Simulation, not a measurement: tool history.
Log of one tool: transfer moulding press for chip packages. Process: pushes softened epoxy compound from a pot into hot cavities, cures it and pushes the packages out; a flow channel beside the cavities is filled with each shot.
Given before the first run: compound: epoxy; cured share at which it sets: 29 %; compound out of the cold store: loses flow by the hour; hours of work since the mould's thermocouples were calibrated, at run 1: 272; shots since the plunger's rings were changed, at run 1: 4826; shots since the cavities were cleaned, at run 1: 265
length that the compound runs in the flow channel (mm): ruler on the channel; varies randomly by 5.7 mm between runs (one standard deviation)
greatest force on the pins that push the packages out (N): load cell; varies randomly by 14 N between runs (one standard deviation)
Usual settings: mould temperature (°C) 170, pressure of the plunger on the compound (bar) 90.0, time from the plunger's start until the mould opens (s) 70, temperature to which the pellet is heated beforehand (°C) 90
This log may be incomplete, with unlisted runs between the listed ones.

run   hour  mould temperature (°C)  pressure of the plunger on the compound (bar)  time from the plunger's start until the mould opens (s)  temperature to which the pellet is heated beforehand (°C)  hours of work since the mould's thermocouples were calibrated  shots since the plunger's rings were changed  shots since the cavities were cleaned  incoming compound's hours out of the cold store  length that the compound runs in the flow channel (mm)  greatest force on the pins that push the packages out (N)
  1    0.0                     170                                           90.0                                                       70                                                         90                                                            272                                          4826                                    265                                             20.4                                                     907                                                       1073
  2    8.7                     170                                           90.0                                                       70                                                         90                                                            277                                          4937                                    376                                             33.4                                                     901                                                       1095
  3   18.4                     170                                           90.0                                                       70                                                         90                                                            283                                          5062                                    501                                             38.6                                                     892                                                       1121
  4   28.6                     170                                           90.0                                                       61                                                         90                                                            289                                          5191                                    630                                             29.2                                                     894                                                       1802
  5   40.7                     170                                           90.0                                                       61                                                         90                                                            296                                          5347                                    786                                             28.8                                                     900                                                       1928
  6   49.1                     170                                           90.0                                                       61                                                         90                                                            301                                          5454                                    893                                             45.0                                                     869                                                       1864
      51.7  -- cavities cleaned with cleaning compound and waxed
  7   64.2                     170                                           90.0                                                       61                                                         90                                                            309                                          5627                                    160                                             35.2                                                     883                                                       1313
  8   72.9                     170                                           90.0                                                       70                                                         90                                                            314                                          5740                                    273                                             36.2                                                     873                                                       1000
  9   84.9                     170                                           90.0                                                       70                                                         96                                                            321                                          5892                                    425                                             45.4                                                     867                                                       1017
 10   95.1                     170                                           90.0                                                       70                                                         96                                                            327                                          6023                                    556                                             12.2                                                     923                                                       1166
 11  105.9                     170                                           90.0                                                       70                                                         96                                                            333                                          6161                                    694                                             27.1                                                     893                                                       1172
 12  117.3                     170                                           90.0                                                       70                                                         90                                                            340                                          6307                                    840                                             27.2                                                     901                                                       1322
     124.2  -- cavities cleaned with cleaning compound and waxed
     127.7  -- plunger's sealing rings changed
 13  132.9                     170                                           90.0                                                       70                                                         90                                                            347                                            67                                     79                                             16.5                                                     970                                                        801
 14  144.3                     170                                           90.0                                                       70                                                         90                                                            354                                           213                                    225                                             27.8                                                     939                                                        965
 15  152.1                     175                                           73.0                                                       70                                                         90                                                            358                                           313                                    325                                             27.3                                                     825                                                        716
 16  161.0                     170                                           68.6                                                       70                                                         95                                                            363                                           426                                    438                                             34.6                                                     809                                                       1085
 17  174.5                     170                                           68.6                                                       70                                                         95                                                            371                                           600                                    612                                             40.2                                                     804                                                       1124
 18  189.0                     170                                           68.6                                                       70                                                         95                                                            380                                           785                                    797                                             10.1                                                     848                                                       1287
     198.4  -- cavities cleaned with cleaning compound and waxed
 19  204.7                     169                                           90.0                                                       68                                                         90                                                            388                                           966                                     80                                              9.9                                                     981                                                        955
 20  219.3                     169                                          102.1                                                       68                                                         90                                                            397                                          1153                                    267                                             22.0                                                    1014                                                       1191
 21  228.8                     172                                          102.1                                                       68                                                         89                                                            402                                          1274                                    388                                             15.1                                                    1018                                                       1016
 22  241.6                     172                                          102.1                                                       70                                                         80                                                            410                                          1439                                    553                                             40.7                                                     957                                                       1037
 23  248.0                     170                                           97.8                                                      105                                                         90                                                            414                                          1520                                    634                                             40.4                                                     938                                                        595
 24  258.0                     170                                           86.4                                                       95                                                         90                                                            420                                          1648                                    762                                             39.0                                                     895                                                        656
     270.2  -- cavities cleaned with cleaning compound and waxed
 25  270.2                     170                                           68.9                                                       75                                                         88                                                            426                                          1784                                      0                                             46.6                                                     779                                                        519
 26  283.8                     170                                           68.9                                                       75                                                         88                                                            434                                          1959                                    175                                             28.7                                                     797                                                        750
 27  291.5                     169                                           90.0                                                       77                                                         90                                                            438                                          2057                                    273                                              9.3                                                     975                                                        838
 28  299.5                     168                                           81.9                                                       86                                                         90                                                            443                                          2160                                    376                                             12.8                                                     922                                                        789

Forecast each of these 3 alternatives for the next run:
  A  306.2                     170                                           88.2                                                       70                                                         90                                                            447                                          2245                                    461                                             36.8                                                       ?                                                          ?
  B  306.2                     168                                           81.9                                                       86                                                         99                                                            447                                          2245                                    461                                             21.6                                                       ?                                                          ?
  C  306.2                     170                                           91.9                                                       53                                                         89                                                            447                                          2245                                    461                                             32.4                                                       ?                                                          ?

run  length that the compound runs in the flow channel (mm)  greatest force on the pins that push the packages out (N)
  A                                                     902                                                       1098
  B                                                     901                                                        730
  C                                                     930                                                       2258
Stripped of hidden state, with their random variation kept, the same runs would have yielded:
run  length that the compound runs in the flow channel (mm)  greatest force on the pins that push the packages out (N)
  A                                                     923                                                        641
  B                                                     922                                                        426
  C                                                     952                                                       1301

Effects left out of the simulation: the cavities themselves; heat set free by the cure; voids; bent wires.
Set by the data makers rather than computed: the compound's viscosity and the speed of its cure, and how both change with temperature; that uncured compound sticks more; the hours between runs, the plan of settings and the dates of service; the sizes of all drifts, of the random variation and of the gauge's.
